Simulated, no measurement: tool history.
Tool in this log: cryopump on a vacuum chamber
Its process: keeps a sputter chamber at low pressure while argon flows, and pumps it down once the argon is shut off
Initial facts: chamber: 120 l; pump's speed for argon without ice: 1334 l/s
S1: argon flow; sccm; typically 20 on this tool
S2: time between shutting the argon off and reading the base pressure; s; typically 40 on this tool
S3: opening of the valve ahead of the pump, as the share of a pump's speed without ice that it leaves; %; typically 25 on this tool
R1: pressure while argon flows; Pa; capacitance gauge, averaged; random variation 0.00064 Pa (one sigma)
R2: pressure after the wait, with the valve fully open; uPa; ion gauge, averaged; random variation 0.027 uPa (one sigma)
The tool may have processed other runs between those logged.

Run 1, hour 0.0: usual settings. Result: R1 0.1054 Pa, R2 2.28 uPa.
Run 2, hour 95.2: usual settings. Result: R1 0.1061 Pa, R2 2.37 uPa.
Run 3, hour 195.1: usual settings. Result: R1 0.1062 Pa, R2 2.43 uPa.
Run 4, hour 309.5: usual settings. Result: R1 0.1076 Pa, R2 2.58 uPa.
At hour 343.1: pump warmed up, emptied and cooled again.
Run 5, hour 381.9: usual settings. Result: R1 0.1023 Pa, R2 2.34 uPa.
Run 6, hour 436.8: usual settings. Result: R1 0.1026 Pa, R2 2.39 uPa.
Run 7, hour 483.3: usual settings. Result: R1 0.1027 Pa, R2 2.46 uPa.
Run 8, hour 538.2: usual settings. Result: R1 0.1024 Pa, R2 2.46 uPa.
Run 9, hour 597.9: usual settings but S3 36 %. Result: R1 0.0730 Pa, R2 2.58 uPa.
Run 10, hour 707.1: usual settings but S3 16 %. Result: R1 0.1616 Pa, R2 2.62 uPa.
Run 11, hour 773.4: usual settings. Result: R1 0.1042 Pa, R2 2.79 uPa.
Run 12, hour 829.0: usual settings. Result: R1 0.1041 Pa, R2 2.88 uPa.
Run 13, hour 895.7: usual settings but S3 50 %. Result: R1 0.0546 Pa, R2 2.88 uPa.
Run 14, hour 947.9: usual settings but S3 50 %. Result: R1 0.0551 Pa, R2 2.85 uPa.
Run 15, hour 998.9: usual settings but S1 39 sccm. Result: R1 0.2080 Pa, R2 3.04 uPa.
Run 16, hour 1111.2: usual settings but S1 39 sccm. Result: R1 0.2090 Pa, R2 3.04 uPa.
Run 17, hour 1162.8: usual settings but S2 189 s. Result: R1 0.1074 Pa, R2 2.40 uPa.
At hour 1184.2: pump warmed up, emptied and cooled again.
Run 18, hour 1235.1: usual settings but S3 24 %. Result: R1 0.1060 Pa, R2 2.77 uPa.
Run 19, hour 1327.3: usual settings but S1 18 sccm, S2 27 s, S3 32 %. Result: R1 0.0727 Pa, R2 3.36 uPa.
Run 20, hour 1391.0: usual settings but S1 18 sccm, S2 27 s, S3 32 %. Result: R1 0.0729 Pa, R2 3.50 uPa.
Run 21, hour 1486.5: usual settings but S1 9 sccm, S2 45 s, S3 26 %. Result: R1 0.0455 Pa, R2 3.01 uPa.
At hour 1511.2: leaking fittings of the chamber tightened, without venting.
Run 22, hour 1553.6: usual settings but S1 9 sccm, S2 45 s, S3 26 %. Result: R1 0.0453 Pa, R2 1.18 uPa.
Run 23, hour 1618.3: usual settings but S1 9 sccm, S2 45 s, S3 26 %. Result: R1 0.0449 Pa, R2 1.28 uPa.
Run 24, hour 1675.5: usual settings but S1 13 sccm, S3 26 %. Result: R1 0.0661 Pa, R2 1.46 uPa.
Run 25, hour 1731.4: usual settings but S1 13 sccm, S3 26 %. Result: R1 0.0654 Pa, R2 1.48 uPa.
Run 26, hour 1828.1: usual settings but S1 11 sccm. Result: R1 0.0579 Pa, R2 1.57 uPa.
Run 27, hour 1932.5: usual settings but S1 11 sccm. Result: R1 0.0596 Pa, R2 1.60 uPa.
At hour 2030.5: pump warmed up, emptied and cooled again.
Run 28, hour 2052.6: usual settings but S1 11 sccm. Result: R1 0.0565 Pa, R2 1.60 uPa.
Run 29, hour 2102.7: usual settings but S1 11 sccm. Result: R1 0.0573 Pa, R2 1.58 uPa.
Run 30, hour 2193.3: usual settings but S1 14 sccm, S2 24 s, S3 19 %. Result: R1 0.0937 Pa, R2 2.42 uPa.
Run 31, hour 2292.3: usual settings but S3 17 %. Result: R1 0.1517 Pa, R2 1.79 uPa.
Run 32, hour 2393.5: usual settings but S1 34 sccm, S2 197 s, S3 19 %. Result: R1 0.2329 Pa, R2 1.01 uPa.
Run 33, hour 2446.1: usual settings but S1 34 sccm, S2 197 s, S3 19 %. Result: R1 0.2318 Pa, R2 1.03 uPa.
Run 34, hour 2494.4: usual settings but S2 75 s, S3 19 %. Result: R1 0.1373 Pa, R2 1.48 uPa.
Run 35, hour 2564.8: usual settings but S1 17 sccm, S2 75 s, S3 15 %. Result: R1 0.1468 Pa, R2 1.55 uPa.

Branching from run 35: 3 alternative next runs. What would each branch give?
Run A, hour 2669.4: usual settings but S1 14 sccm, S2 146 s, S3 51 %. Result: R1 ?, R2 ?.
Run B, hour 2669.4: usual settings but S1 9 sccm, S2 75 s, S3 44 %. Result: R1 ?, R2 ?.
Run C, hour 2669.4: usual settings but S1 18 sccm, S2 38 s, S3 35 %. Result: R1 ?, R2 ?.

run      R1    R2
  A  0.0381  1.41
  B  0.0285  1.65
  C  0.0697  2.16
The same runs, with their run-to-run variation unchanged, on a tool lacking any hidden condition would have given:
run      R1    R2
  A  0.0344  0.53
  B  0.0261  0.78
  C  0.0650  1.31

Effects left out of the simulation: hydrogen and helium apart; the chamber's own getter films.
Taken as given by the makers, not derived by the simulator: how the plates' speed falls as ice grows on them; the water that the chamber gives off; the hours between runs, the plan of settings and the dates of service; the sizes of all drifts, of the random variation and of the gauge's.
